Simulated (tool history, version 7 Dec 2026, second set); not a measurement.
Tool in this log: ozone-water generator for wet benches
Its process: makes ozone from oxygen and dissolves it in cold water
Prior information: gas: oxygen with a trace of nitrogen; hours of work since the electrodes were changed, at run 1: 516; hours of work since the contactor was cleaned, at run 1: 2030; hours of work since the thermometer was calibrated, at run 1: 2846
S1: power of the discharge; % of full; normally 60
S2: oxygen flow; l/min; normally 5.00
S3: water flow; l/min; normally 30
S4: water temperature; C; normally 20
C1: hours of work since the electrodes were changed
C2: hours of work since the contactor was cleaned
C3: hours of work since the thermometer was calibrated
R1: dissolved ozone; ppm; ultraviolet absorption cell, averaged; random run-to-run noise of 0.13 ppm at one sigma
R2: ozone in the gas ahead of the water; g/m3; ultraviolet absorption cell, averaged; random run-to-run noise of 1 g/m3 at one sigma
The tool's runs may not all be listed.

run,hour,S1,S2,S3,S4,C1,C2,C3,R1,R2
1,0.0,60,5.00,30,20,516,2030,2846,14.7,174.7
2,28.4,60,5.00,30,20,541,2055,2871,14.7,174.7
3,54.7,60,5.00,30,23,564,2078,2894,14.2,177.4
4,88.1,60,5.00,30,23,593,2107,2924,14.1,176.5
5,114.7,91,5.00,30,20,617,2130,2947,19.5,236.2
6,166.9,91,5.00,30,20,662,2176,2993,20.0,237.0
7,196.5,54,5.00,30,20,688,2202,3019,13.6,164.4
8,234.6,54,5.00,30,20,722,2236,3052,13.4,161.8
9,271.0,54,5.00,30,20,754,2267,3084,13.3,161.7
10,318.7,54,5.00,30,20,796,2309,3126,13.5,162.8
11,373.8,54,5.00,30,20,844,2358,3174,13.4,163.2
12,417.2,60,5.00,30,20,882,2396,3213,14.5,177.2
13,445.5,60,5.00,30,20,907,2421,3237,14.5,175.3
14,486.2,60,5.00,30,20,943,2456,3273,14.4,174.0
15,531.2,60,7.91,30,20,982,2496,3313,15.9,146.3
16,558.2,60,7.91,30,20,1006,2520,3336,15.9,146.5
17,610.1,57,7.91,30,14,1051,2565,3382,16.6,139.1
18,647.0,66,3.10,37,20,1084,2597,3414,11.1,221.7
19,691.8,66,3.10,37,20,1123,2637,3454,10.9,222.3
20,735.7,60,6.44,22,20,1162,2675,3492,18.7,156.7
21,771.3,60,6.44,22,20,1193,2707,3523,19.0,157.1
22,816.6,60,8.93,30,22,1233,2746,3563,15.4,137.8
23,851.3,60,8.93,36,22,1263,2777,3594,13.6,139.1
24,894.6,60,8.93,36,22,1301,2815,3632,13.4,137.9
25,922.9,60,8.93,36,22,1326,2840,3656,13.7,138.1
26,971.5,60,8.93,36,22,1369,2882,3699,13.4,136.8
27,1032.3,57,8.93,36,22,1422,2936,3752,13.2,132.1
28,1089.3,57,8.93,36,19,1472,2986,3802,13.5,131.8
29,1128.7,57,6.16,29,27,1506,3020,3837,13.2,152.5
30,1172.2,57,6.16,29,27,1545,3058,3875,13.3,152.2
31,1222.0,49,4.18,26,20,1588,3102,3919,13.3,160.3
32,1271.0,59,6.27,28,20,1631,3145,3962,15.3,156.6

What if the next run were any one of these 4? Each begins from the tool's condition after run 32:
A,1312.6,60,5.00,37,20,1668,3182,3998,?,?
B,1312.6,56,5.00,30,20,1668,3182,3998,?,?
C,1312.6,57,5.00,45,13,1668,3182,3998,?,?
D,1312.6,59,6.27,40,20,1668,3182,3998,?,?

run,R1,R2
A,11.8,170.3
B,13.3,160.5
C,10.0,164.1
D,11.8,156.2
Take away the tool's hidden state, keep each run's random variation, and the runs would have read:
run,R1,R2
A,12.7,178.2
B,14.2,167.5
C,10.8,171.4
D,12.6,163.3

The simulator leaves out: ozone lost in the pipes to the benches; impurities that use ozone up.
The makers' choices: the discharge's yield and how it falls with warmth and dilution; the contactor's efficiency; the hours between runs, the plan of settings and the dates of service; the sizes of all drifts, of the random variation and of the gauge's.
